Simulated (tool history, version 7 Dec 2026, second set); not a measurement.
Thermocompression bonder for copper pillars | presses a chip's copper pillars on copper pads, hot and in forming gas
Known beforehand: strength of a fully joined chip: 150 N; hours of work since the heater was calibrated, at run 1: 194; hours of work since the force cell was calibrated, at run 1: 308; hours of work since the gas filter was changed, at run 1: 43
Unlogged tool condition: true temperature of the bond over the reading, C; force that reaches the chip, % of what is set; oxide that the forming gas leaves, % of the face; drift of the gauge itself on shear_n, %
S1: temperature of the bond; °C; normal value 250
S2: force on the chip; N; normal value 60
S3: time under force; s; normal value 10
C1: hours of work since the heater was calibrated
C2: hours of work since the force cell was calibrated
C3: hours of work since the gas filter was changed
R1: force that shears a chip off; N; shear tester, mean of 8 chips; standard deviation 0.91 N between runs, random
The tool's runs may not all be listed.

| run | hour | S1 | S2 | S3 | C1 | C2 | C3 | R1 |
|---|---|---|---|---|---|---|---|---|
| 1 | 0.0 | 250 | 60 | 10 | 194 | 308 | 43 | 74.8 |
| 2 | 18.5 | 250 | 60 | 10 | 202 | 315 | 51 | 76.1 |
| 3 | 40.5 | 250 | 60 | 10 | 211 | 324 | 60 | 76.7 |
| 4 | 54.3 | 250 | 60 | 10 | 217 | 330 | 65 | 77.2 |
| 5 | 73.3 | 250 | 60 | 22 | 224 | 338 | 73 | 98.2 |
| 6 | 97.4 | 252 | 60 | 22 | 234 | 347 | 83 | 98.1 |
| 7 | 107.7 | 252 | 86 | 22 | 238 | 352 | 87 | 111.8 |
| 8 | 123.7 | 252 | 86 | 22 | 245 | 358 | 93 | 112.9 |
| 9 | 147.3 | 252 | 86 | 22 | 254 | 368 | 103 | 112.7 |
| 10 | 163.0 | 250 | 60 | 10 | 261 | 374 | 109 | 76.8 |
| 11 | 182.3 | 262 | 60 | 13 | 268 | 382 | 117 | 92.3 |
| 12 | 197.7 | 255 | 60 | 29 | 275 | 388 | 123 | 108.2 |
| 13 | 207.8 | 255 | 67 | 17 | 279 | 392 | 127 | 99.3 |
| 14 | 228.4 | 255 | 67 | 17 | 287 | 400 | 136 | 99.5 |
| 15 | 242.9 | 255 | 72 | 19 | 293 | 406 | 142 | 102.9 |
| 16 | 253.9 | 255 | 42 | 22 | 297 | 411 | 146 | 86.6 |
| 17 | 270.4 | 224 | 64 | 26 | 304 | 418 | 153 | 81.9 |
| 18 | 290.4 | 238 | 72 | 10 | 312 | 426 | 161 | 73.5 |
| 19 | 303.3 | 252 | 72 | 10 | 318 | 431 | 166 | 83.7 |

What if the next run were any one of these 4? Each begins from the tool's condition after run 19:
|  | 306.0 | forming gas filter changed |
| A | 320.5 | 261 | 66 | 15 | 324 | 438 | 6 | ? |
|  | 306.0 | forming gas filter changed |
| B | 320.5 | 250 | 81 | 25 | 324 | 438 | 6 | ? |
|  | 306.0 | forming gas filter changed |
| C | 320.5 | 246 | 58 | 10 | 324 | 438 | 6 | ? |
|  | 306.0 | forming gas filter changed |
| D | 320.5 | 233 | 36 | 8 | 324 | 438 | 6 | ? |

| run | R1 |
|---|---|
| A | 100.4 |
| B | 111.5 |
| C | 73.3 |
| D | 45.4 |
Without the tool's unlogged condition, the same runs would have read:
| run | R1 |
|---|---|
| A | 100.2 |
| B | 111.3 |
| C | 73.1 |
| D | 45.2 |
